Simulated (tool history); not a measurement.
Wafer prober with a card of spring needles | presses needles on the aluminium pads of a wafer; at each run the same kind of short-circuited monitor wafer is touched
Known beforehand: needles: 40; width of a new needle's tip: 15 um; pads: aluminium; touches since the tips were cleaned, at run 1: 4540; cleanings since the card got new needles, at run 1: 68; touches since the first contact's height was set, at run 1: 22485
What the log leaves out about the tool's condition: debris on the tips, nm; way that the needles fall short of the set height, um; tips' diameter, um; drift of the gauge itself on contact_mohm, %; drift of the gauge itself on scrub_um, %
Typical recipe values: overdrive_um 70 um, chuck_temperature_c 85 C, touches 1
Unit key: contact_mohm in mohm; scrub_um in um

| run | hour | overdrive_um | chuck_temperature_c | touches | touches since the tips were cleaned | cleanings since the card got new needles | touches since the first contact's height was set | contact_mohm | scrub_um |
|---|---|---|---|---|---|---|---|---|---|
| 1 | 0 | 70 | 85 | 1 | 4540 | 68 | 22485 | 287 | 17.61 |
|  | 9.5 | tips cleaned on abrasive film |
|  | 31 | tips cleaned on abrasive film |
| 2 | 42.2 | 70 | 122 | 1 | 4156 | 70 | 38003 | 297 | 17.57 |
|  | 51.5 | tips cleaned on abrasive film |
|  | 71.1 | tips cleaned on abrasive film |
| 3 | 89.3 | 70 | 122 | 1 | 6718 | 72 | 55292 | 296 | 17.6 |
|  | 93 | tips cleaned on abrasive film |
|  | 113.5 | tips cleaned on abrasive film |
|  | 135.9 | tips cleaned on abrasive film |
| 4 | 137.7 | 70 | 122 | 1 | 636 | 75 | 73053 | 295 | 17.62 |
|  | 158.5 | tips cleaned on abrasive film |
|  | 179.2 | tips cleaned on abrasive film |
|  | 202.1 | tips cleaned on abrasive film |
| 5 | 202.1 | 70 | 35 | 1 | 0 | 78 | 96741 | 268 | 17.61 |
|  | 223.8 | tips cleaned on abrasive film |
|  | 244.9 | tips cleaned on abrasive film |
|  | 268.6 | tips cleaned on abrasive film |
| 6 | 268.6 | 70 | 35 | 1 | 0 | 81 | 121164 | 269 | 17.61 |
|  | 292.6 | tips cleaned on abrasive film |
| 7 | 301.1 | 70 | 35 | 1 | 3130 | 82 | 133138 | 267 | 17.59 |
|  | 315.8 | tips cleaned on abrasive film |
|  | 325.8 | height of the first contact set anew |
|  | 337.2 | tips cleaned on abrasive film |
| 8 | 352 | 70 | 85 | 1 | 5458 | 84 | 9619 | 283 | 17.59 |
|  | 358.5 | tips cleaned on abrasive film |
|  | 380.2 | tips cleaned on abrasive film |
|  | 404.4 | tips cleaned on abrasive film |
| 9 | 406.4 | 70 | 85 | 1 | 715 | 87 | 29595 | 285 | 17.63 |
|  | 425.8 | tips cleaned on abrasive film |
|  | 450.2 | tips cleaned on abrasive film |
| 10 | 466.1 | 70 | 85 | 1 | 5848 | 89 | 51564 | 284 | 17.62 |
|  | 470.6 | tips cleaned on abrasive film |
|  | 491.3 | tips cleaned on abrasive film |
| 11 | 508.9 | 70 | 85 | 1 | 6500 | 91 | 67297 | 281 | 17.62 |
|  | 512.8 | tips cleaned on abrasive film |
|  | 536 | tips cleaned on abrasive film |
| 12 | 540.6 | 70 | 85 | 1 | 1703 | 93 | 78920 | 283 | 17.65 |
|  | 559.3 | tips cleaned on abrasive film |
|  | 579 | tips cleaned on abrasive film |
| 13 | 586.5 | 70 | 121 | 1 | 2785 | 95 | 95815 | 298 | 17.63 |
|  | 602.3 | tips cleaned on abrasive film |
| 14 | 616.3 | 76 | 85 | 1 | 5178 | 96 | 106779 | 287 | 19.15 |
|  | 624.9 | tips cleaned on abrasive film |
|  | 648.5 | tips cleaned on abrasive film |
|  | 672.8 | tips cleaned on abrasive film |
| 15 | 674.3 | 79 | 41 | 1 | 543 | 99 | 128055 | 270 | 19.91 |
|  | 692.6 | tips cleaned on abrasive film |
|  | 709 | height of the first contact set anew |
|  | 715.8 | tips cleaned on abrasive film |
|  | 735.9 | tips cleaned on abrasive film |
| 16 | 735.9 | 79 | 41 | 1 | 0 | 102 | 9854 | 271 | 19.91 |
|  | 755.4 | tips cleaned on abrasive film |
|  | 776.4 | tips cleaned on abrasive film |
| 17 | 794.7 | 66 | 85 | 2 | 6765 | 104 | 31508 | 284 | 16.64 |
|  | 799.7 | tips cleaned on abrasive film |
|  | 820.3 | tips cleaned on abrasive film |
|  | 839.8 | tips cleaned on abrasive film |
|  | 859.8 | tips cleaned on abrasive film |
| 18 | 859.8 | 54 | 54 | 3 | 0 | 108 | 55393 | 273 | 13.63 |
|  | 881.1 | tips cleaned on abrasive film |
|  | 903.2 | tips cleaned on abrasive film |
|  | 923.3 | tips cleaned on abrasive film |
| 19 | 926 | 63 | 54 | 1 | 977 | 111 | 79710 | 276 | 15.9 |
|  | 944.3 | tips cleaned on abrasive film |
|  | 966.9 | tips cleaned on abrasive film |
| 20 | 983.5 | 63 | 54 | 1 | 6123 | 113 | 100881 | 276 | 15.88 |
|  | 987.7 | tips cleaned on abrasive film |
|  | 1011.5 | tips cleaned on abrasive film |
| 21 | 1012.5 | 63 | 54 | 1 | 363 | 115 | 111491 | 274 | 15.91 |
|  | 1035.1 | tips cleaned on abrasive film |
|  | 1056.8 | tips cleaned on abrasive film |
| 22 | 1060.3 | 78 | 74 | 2 | 1274 | 117 | 129075 | 277 | 19.71 |
|  | 1079.1 | tips cleaned on abrasive film |
|  | 1093.2 | height of the first contact set anew |
|  | 1102.1 | tips cleaned on abrasive film |
| 23 | 1102.5 | 51 | 105 | 1 | 161 | 119 | 3415 | 295 | 12.88 |
|  | 1123 | tips cleaned on abrasive film |
|  | 1146.1 | tips cleaned on abrasive film |
| 24 | 1152.5 | 51 | 105 | 1 | 2363 | 121 | 21797 | 293 | 12.88 |
|  | 1168.1 | tips cleaned on abrasive film |
| 25 | 1185.5 | 51 | 83 | 1 | 6425 | 122 | 33954 | 289 | 12.87 |
|  | 1189.5 | tips cleaned on abrasive film |
|  | 1211.4 | tips cleaned on abrasive film |
|  | 1231.3 | tips cleaned on abrasive film |
|  | 1251.8 | tips cleaned on abrasive film |
| 26 | 1253.7 | 51 | 83 | 1 | 702 | 126 | 58971 | 290 | 12.89 |
|  | 1274.7 | tips cleaned on abrasive film |
| 27 | 1289.5 | 69 | 27 | 1 | 5496 | 127 | 72172 | 266 | 17.44 |

Run 28 is up next; what results do you expect?
|  | 1294.5 | tips cleaned on abrasive film |
|  | 1317.3 | tips cleaned on abrasive film |
|  | 1338.8 | tips cleaned on abrasive film |
| 28 | 1338.8 | 67 | 78 | 1 | 0 | 130 | 90263 | ? | ? |

Run 28 measured contact_mohm 281 mohm, scrub_um 16.94 um.
The same run, on a tool lacking any hidden state, would have yielded contact_mohm 281 mohm, scrub_um 16.85 um.
